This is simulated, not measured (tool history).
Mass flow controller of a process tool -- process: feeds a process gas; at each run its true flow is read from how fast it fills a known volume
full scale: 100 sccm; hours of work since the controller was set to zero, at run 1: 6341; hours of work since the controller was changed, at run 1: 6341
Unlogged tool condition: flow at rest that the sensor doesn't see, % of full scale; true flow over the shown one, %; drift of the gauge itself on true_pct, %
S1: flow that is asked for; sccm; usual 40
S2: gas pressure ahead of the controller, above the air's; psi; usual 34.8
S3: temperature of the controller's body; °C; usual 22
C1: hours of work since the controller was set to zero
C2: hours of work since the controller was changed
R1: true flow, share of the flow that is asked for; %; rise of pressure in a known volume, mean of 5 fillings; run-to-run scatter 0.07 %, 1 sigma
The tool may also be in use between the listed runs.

Run 1, day 0.000: usual settings; C1 6341; C2 6341. Result: R1 98.08 %.
Run 2, day 13.150: usual settings but S2 38.7 psi; C1 6588; C2 6588. Result: R1 97.85 %.
Run 3, day 24.150: usual settings; C1 6793; C2 6793. Result: R1 98.06 %.
Run 4, day 42.783: usual settings; C1 7142; C2 7142. Result: R1 98.22 %.
Run 5, day 56.100: usual settings; C1 7391; C2 7391. Result: R1 98.08 %.
Run 6, day 72.050: usual settings; C1 7690; C2 7690. Result: R1 98.19 %.
At day 79.804: controller's zero set anew.
Run 7, day 82.225: usual settings; C1 45; C2 7880. Result: R1 96.71 %.
Run 8, day 92.338: usual settings but S2 24.9 psi; C1 235; C2 8069. Result: R1 97.06 %.
Run 9, day 100.925: usual settings but S1 46 sccm, S2 24.9 psi; C1 395; C2 8230. Result: R1 97.31 %.
Run 10, day 117.379: usual settings but S1 14 sccm, S2 23.4 psi, S3 28 °C; C1 703; C2 8538. Result: R1 97.62 %.
Run 11, day 132.321: usual settings but S1 14 sccm, S2 23.4 psi, S3 28 °C; C1 983; C2 8818. Result: R1 97.53 %.
Run 12, day 141.196: usual settings but S1 14 sccm, S2 23.4 psi, S3 28 °C; C1 1149; C2 8984. Result: R1 97.65 %.
Run 13, day 158.838: usual settings but S1 36 sccm, S2 32.2 psi, S3 26 °C; C1 1479; C2 9314. Result: R1 97.07 %.
Run 14, day 176.258: usual settings but S1 13 sccm, S2 20.6 psi, S3 24 °C; C1 1806; C2 9640. Result: R1 97.73 %.
Run 15, day 196.483: usual settings but S2 35.5 psi; C1 2184; C2 10019. Result: R1 96.57 %.

Each row is a separate what-if for the run after 15, all from the same tool condition, not one after another. Results?
Run A, day 213.746: usual settings but S3 26 °C; C1 2507; C2 10342. Result: R1 ?.
Run B, day 213.746: usual settings but S1 51 sccm, S2 35.5 psi, S3 37 °C; C1 2507; C2 10342. Result: R1 ?.
Run C, day 213.746: usual settings but S1 11 sccm, S2 35.5 psi; C1 2507; C2 10342. Result: R1 ?.

run     R1
  A  97.00
  B  98.33
  C  97.39
With no hidden state in the tool, these same runs would have given:
run     R1
  A  98.49
  B  99.92
  C  97.60
